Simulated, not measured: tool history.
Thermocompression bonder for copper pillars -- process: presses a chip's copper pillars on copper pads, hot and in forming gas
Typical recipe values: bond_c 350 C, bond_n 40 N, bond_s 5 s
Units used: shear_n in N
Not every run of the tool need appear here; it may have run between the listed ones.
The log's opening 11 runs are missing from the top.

run,hour,bond_c,bond_n,bond_s,hours of work since the heater was calibrated,hours of work since the force cell was calibrated,hours of work since the gas filter was changed,shear_n
12,525.7,350,40,5,509,557,140,63.6
# hour 533.6: forming gas filter changed
13,591.2,361,40,5,544,592,31,72.4
14,649.9,350,40,5,576,623,62,68.2
15,692.7,350,40,5,599,646,85,67.2
16,754.1,350,40,5,632,679,118,65.3
17,795.6,350,40,3,654,701,141,55
# hour 800.7: forming gas filter changed
18,839.7,331,51,13,677,725,21,86.9
19,895.2,350,30,5,707,754,51,59.6
20,936.6,354,41,5,729,777,73,69
21,999.1,354,41,5,763,810,106,68
22,1045.4,354,41,5,787,835,131,67.1
# hour 1067.1: forming gas filter changed
23,1075.4,350,40,5,803,851,4,67.8
24,1116.9,353,40,4,826,873,27,65
25,1149.5,374,29,4,843,890,44,63
26,1188,374,29,4,864,911,65,63.3
27,1224.3,370,41,13,883,931,84,87.9
28,1269.1,370,41,3,907,955,108,64
29,1306.6,350,57,5,927,975,128,73.9
# hour 1335.9: forming gas filter changed
30,1363.8,350,57,5,958,1005,15,80.8
31,1422.2,350,57,5,989,1036,46,78.9
32,1455.6,327,45,5,1007,1054,64,61.7

What does the tool deliver on the next run?
# hour 1497.7: force cell calibrated
33,1518.2,350,39,10,1040,11,97,?

{"run 33": {"shear_n": 80.3}}
Minus the tool's unlogged condition, the same run would have read shear_n 84 N.
